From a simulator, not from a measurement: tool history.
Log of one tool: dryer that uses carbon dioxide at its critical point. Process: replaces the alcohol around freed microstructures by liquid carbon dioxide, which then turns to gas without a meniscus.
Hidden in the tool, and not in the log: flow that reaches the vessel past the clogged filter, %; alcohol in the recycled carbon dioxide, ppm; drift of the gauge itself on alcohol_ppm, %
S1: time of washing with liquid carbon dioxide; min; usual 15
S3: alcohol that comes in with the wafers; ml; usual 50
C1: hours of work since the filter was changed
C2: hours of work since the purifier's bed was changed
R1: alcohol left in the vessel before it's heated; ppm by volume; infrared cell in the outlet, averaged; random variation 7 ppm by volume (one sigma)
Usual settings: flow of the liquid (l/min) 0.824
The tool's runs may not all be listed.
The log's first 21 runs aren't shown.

Run 22, day 9.033: usual settings but S1 21 min, flow of the liquid (l/min) 1.01, S3 74 ml; C1 67; C2 479. Result: R1 128 ppm by volume.
Run 23, day 9.333: usual settings but S1 21 min, flow of the liquid (l/min) 1.01, S3 74 ml; C1 72; C2 484. Result: R1 129 ppm by volume.
Run 24, day 9.746: usual settings but flow of the liquid (l/min) 0.853, S3 90 ml; C1 79; C2 491. Result: R1 681 ppm by volume.
Run 25, day 10.217: usual settings but flow of the liquid (l/min) 0.542; C1 86; C2 499. Result: R1 1753 ppm by volume.
Run 26, day 10.504: usual settings but S1 18 min, flow of the liquid (l/min) 1.098, S3 53 ml; C1 91; C2 504. Result: R1 143 ppm by volume.
Run 27, day 11.062: usual settings but S1 18 min, flow of the liquid (l/min) 1.098, S3 53 ml; C1 101; C2 513. Result: R1 136 ppm by volume.
Run 28, day 11.579: usual settings but S1 18 min, flow of the liquid (l/min) 1.098, S3 53 ml; C1 109; C2 522. Result: R1 141 ppm by volume.
Run 29, day 11.892: usual settings but S1 16 min, flow of the liquid (l/min) 1.138, S3 38 ml; C1 115; C2 527. Result: R1 154 ppm by volume.
Run 30, day 12.379: usual settings but S1 16 min, flow of the liquid (l/min) 1.138, S3 38 ml; C1 123; C2 535. Result: R1 158 ppm by volume.
Run 31, day 12.842: usual settings but S1 11 min, flow of the liquid (l/min) 1.01, S3 45 ml; C1 130; C2 543. Result: R1 634 ppm by volume.

Forecast run 32:
Run 32, day 13.183: usual settings but S1 20 min, flow of the liquid (l/min) 1.037; C1 136; C2 549. Result: R1 ?.

Run 32 gave R1 146 ppm by volume.
Without the tool's hidden state the same run would have given R1 23 ppm by volume.

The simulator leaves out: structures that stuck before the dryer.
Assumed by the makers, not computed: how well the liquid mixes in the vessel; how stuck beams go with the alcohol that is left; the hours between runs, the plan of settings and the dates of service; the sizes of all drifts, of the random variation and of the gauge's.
